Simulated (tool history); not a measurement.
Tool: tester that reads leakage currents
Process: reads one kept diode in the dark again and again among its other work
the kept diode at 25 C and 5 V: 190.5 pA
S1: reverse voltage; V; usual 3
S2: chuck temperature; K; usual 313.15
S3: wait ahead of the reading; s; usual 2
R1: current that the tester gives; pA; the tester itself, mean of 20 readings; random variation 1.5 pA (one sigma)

| run | hour | S1 | S2 | S3 | R1 |
|---|---|---|---|---|---|
| 1 | 0 | 3 | 313.15 | 2 | 534.66 |
| 2 | 59.4 | 3 | 313.15 | 2 | 533.99 |
| 3 | 123 | 3 | 313.15 | 2 | 531.3 |
|  | 158.5 | chuck's temperature calibrated |
| 4 | 204 | 3 | 313.15 | 2 | 499.42 |
| 5 | 322.8 | 3 | 313.15 | 2 | 503.44 |
| 6 | 419.4 | 3 | 313.15 | 2 | 504.14 |
| 7 | 505.6 | 3 | 313.15 | 1.9 | 502.1 |
| 8 | 569.4 | 3 | 313.15 | 1.9 | 504.12 |
| 9 | 668.9 | 3 | 318.15 | 1.17 | 746.53 |
|  | 676.2 | tester calibrated |
| 10 | 767.3 | 2.03 | 327.15 | 6.16 | 1171.26 |
| 11 | 837.4 | 3.84 | 298.15 | 0.43 | 168.83 |
| 12 | 916.2 | 3.84 | 298.15 | 0.43 | 169.03 |
| 13 | 1006.8 | 4.15 | 297.15 | 2.61 | 161.77 |
| 14 | 1068.9 | 14.08 | 299.15 | 2 | 384.26 |
|  | 1112.8 | tester calibrated, once more |
| 15 | 1188.9 | 3 | 313.15 | 2 | 501.74 |

Forecast each of these 3 alternatives for the next run:
| A | 1307.1 | 19.64 | 307.15 | 3.54 | ? |
| B | 1307.1 | 3 | 295.15 | 2 | ? |
| C | 1307.1 | 1.71 | 313.15 | 9.8 | ? |

| run | R1 |
|---|---|
| A | 895.93 |
| B | 110.76 |
| C | 365.01 |
Without the tool's hidden state the same runs would have given:
| run | R1 |
|---|---|
| A | 888.89 |
| B | 109.77 |
| C | 363.05 |
